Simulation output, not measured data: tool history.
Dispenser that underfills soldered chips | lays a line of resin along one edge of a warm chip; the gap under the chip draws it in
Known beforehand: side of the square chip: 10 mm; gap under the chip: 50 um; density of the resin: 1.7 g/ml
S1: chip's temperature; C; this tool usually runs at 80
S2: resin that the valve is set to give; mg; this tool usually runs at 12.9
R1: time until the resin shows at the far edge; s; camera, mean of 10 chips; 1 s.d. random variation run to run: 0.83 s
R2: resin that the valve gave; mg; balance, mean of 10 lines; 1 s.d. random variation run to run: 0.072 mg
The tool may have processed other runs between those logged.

{"run": 1, "day": 0.0, "S1": 80, "S2": 12.9, "R1": 92.9, "R2": 12.69}
{"day": 0.154, "done": "new syringe of resin"}
{"run": 2, "day": 0.392, "S1": 80, "S2": 12.9, "R1": 88.2, "R2": 12.63}
{"day": 0.608, "done": "new syringe of resin"}
{"run": 3, "day": 0.625, "S1": 80, "S2": 12.9, "R1": 76.1, "R2": 12.61}
{"day": 1.062, "done": "new syringe of resin"}
{"run": 4, "day": 1.062, "S1": 80, "S2": 12.9, "R1": 72.1, "R2": 12.53}
{"run": 5, "day": 1.446, "S1": 72, "S2": 12.9, "R1": 143.2, "R2": 12.36}
{"day": 1.546, "done": "new syringe of resin"}
{"run": 6, "day": 1.775, "S1": 86, "S2": 12.9, "R1": 68.6, "R2": 12.38}
{"day": 1.992, "done": "new syringe of resin"}
{"run": 7, "day": 2.079, "S1": 86, "S2": 12.9, "R1": 59.8, "R2": 12.32}
{"day": 2.454, "done": "new syringe of resin"}
{"run": 8, "day": 2.538, "S1": 86, "S2": 12.9, "R1": 57.8, "R2": 12.29}
{"day": 2.904, "done": "new syringe of resin"}
{"run": 9, "day": 2.971, "S1": 86, "S2": 12.9, "R1": 59.2, "R2": 12.18}
{"day": 3.375, "done": "new syringe of resin"}
{"run": 10, "day": 3.412, "S1": 86, "S2": 12.9, "R1": 57.5, "R2": 12.13}
{"day": 3.825, "done": "new syringe of resin"}
{"run": 11, "day": 3.838, "S1": 86, "S2": 12.9, "R1": 55.5, "R2": 12.16}
{"run": 12, "day": 4.212, "S1": 86, "S2": 12.3, "R1": 77.5, "R2": 11.55}
{"day": 4.283, "done": "new syringe of resin"}
{"run": 13, "day": 4.612, "S1": 80, "S2": 14.8, "R1": 94.1, "R2": 13.63}
{"day": 4.758, "done": "new syringe of resin"}
{"run": 14, "day": 5.054, "S1": 80, "S2": 14.8, "R1": 91.5, "R2": 13.66}
{"day": 5.221, "done": "new syringe of resin"}
{"run": 15, "day": 5.458, "S1": 80, "S2": 14.8, "R1": 84.2, "R2": 13.53}
{"day": 5.683, "done": "new syringe of resin"}
{"run": 16, "day": 5.696, "S1": 80, "S2": 14.8, "R1": 70.1, "R2": 13.46}
{"day": 6.133, "done": "new syringe of resin"}
{"run": 17, "day": 6.133, "S1": 84, "S2": 12.9, "R1": 59.8, "R2": 11.6}
{"day": 6.258, "done": "dispensing valve cleaned and set on the balance"}
{"run": 18, "day": 6.425, "S1": 80, "S2": 14.7, "R1": 86.5, "R2": 14.76}
{"day": 6.625, "done": "new syringe of resin"}
{"run": 19, "day": 6.842, "S1": 93, "S2": 12.5, "R1": 48.0, "R2": 12.39}
{"day": 7.079, "done": "new syringe of resin"}
{"run": 20, "day": 7.158, "S1": 93, "S2": 12.5, "R1": 44.0, "R2": 12.55}
{"day": 7.542, "done": "new syringe of resin"}
{"run": 21, "day": 7.608, "S1": 93, "S2": 11.8, "R1": 42.0, "R2": 11.51}
{"day": 8.012, "done": "new syringe of resin"}
{"run": 22, "day": 8.025, "S1": 68, "S2": 13.9, "R1": 125.4, "R2": 13.59}
{"run": 23, "day": 8.333, "S1": 82, "S2": 14.7, "R1": 83.1, "R2": 14.19}
{"day": 8.475, "done": "new syringe of resin"}
{"run": 24, "day": 8.55, "S1": 82, "S2": 14.7, "R1": 67.2, "R2": 14.48}
{"day": 8.933, "done": "new syringe of resin"}
{"run": 25, "day": 8.962, "S1": 82, "S2": 12.7, "R1": 65.8, "R2": 12.15}
{"day": 9.392, "done": "new syringe of resin"}
{"run": 26, "day": 9.417, "S1": 84, "S2": 11.3, "R1": 60.9, "R2": 10.78}
{"run": 27, "day": 9.633, "S1": 76, "S2": 11.3, "R1": 103.7, "R2": 10.85}
{"day": 9.854, "done": "new syringe of resin"}
{"run": 28, "day": 9.971, "S1": 70, "S2": 12.8, "R1": 125.7, "R2": 12.2}
{"day": 10.312, "done": "new syringe of resin"}
{"run": 29, "day": 10.383, "S1": 79, "S2": 11.6, "R1": 80.2, "R2": 11.2}
{"run": 30, "day": 10.65, "S1": 79, "S2": 11.6, "R1": 100.2, "R2": 10.9}
{"day": 10.758, "done": "new syringe of resin"}
{"run": 31, "day": 10.996, "S1": 70, "S2": 14.1, "R1": 131.0, "R2": 13.31}
{"day": 11.204, "done": "new syringe of resin"}
{"run": 32, "day": 11.262, "S1": 94, "S2": 15.2, "R1": 39.6, "R2": 14.22}
{"run": 33, "day": 11.529, "S1": 74, "S2": 12.6, "R1": 125.3, "R2": 11.78}
{"day": 11.654, "done": "new syringe of resin"}
{"run": 34, "day": 11.721, "S1": 80, "S2": 11.1, "R1": 76.5, "R2": 10.34}
{"run": 35, "day": 12.033, "S1": 86, "S2": 12.9, "R1": 73.8, "R2": 11.95}

Consider 4 possible next runs. They are alternatives, not a sequence: every one starts from the tool as it was left by run 35. What does each give?
{"day": 12.112, "done": "new syringe of resin"}
{"run": "A", "day": 12.35, "S1": 88, "S2": 15.4, "R1": "?", "R2": "?"}
{"day": 12.112, "done": "new syringe of resin"}
{"run": "B", "day": 12.35, "S1": 86, "S2": 15.0, "R1": "?", "R2": "?"}
{"day": 12.112, "done": "new syringe of resin"}
{"run": "C", "day": 12.35, "S1": 73, "S2": 12.9, "R1": "?", "R2": "?"}
{"day": 12.112, "done": "new syringe of resin"}
{"run": "D", "day": 12.35, "S1": 88, "S2": 15.1, "R1": "?", "R2": "?"}

run=A R1=57.4 R2=14.26
run=B R1=64.2 R2=13.91
run=C R1=117.6 R2=11.78
run=D R1=58.6 R2=13.90
Stripped of hidden state, with their random variation kept, the same runs would have yielded:
run=A R1=52.1 R2=15.44
run=B R1=58.3 R2=15.06
run=C R1=106.9 R2=12.76
run=D R1=53.2 R2=15.06

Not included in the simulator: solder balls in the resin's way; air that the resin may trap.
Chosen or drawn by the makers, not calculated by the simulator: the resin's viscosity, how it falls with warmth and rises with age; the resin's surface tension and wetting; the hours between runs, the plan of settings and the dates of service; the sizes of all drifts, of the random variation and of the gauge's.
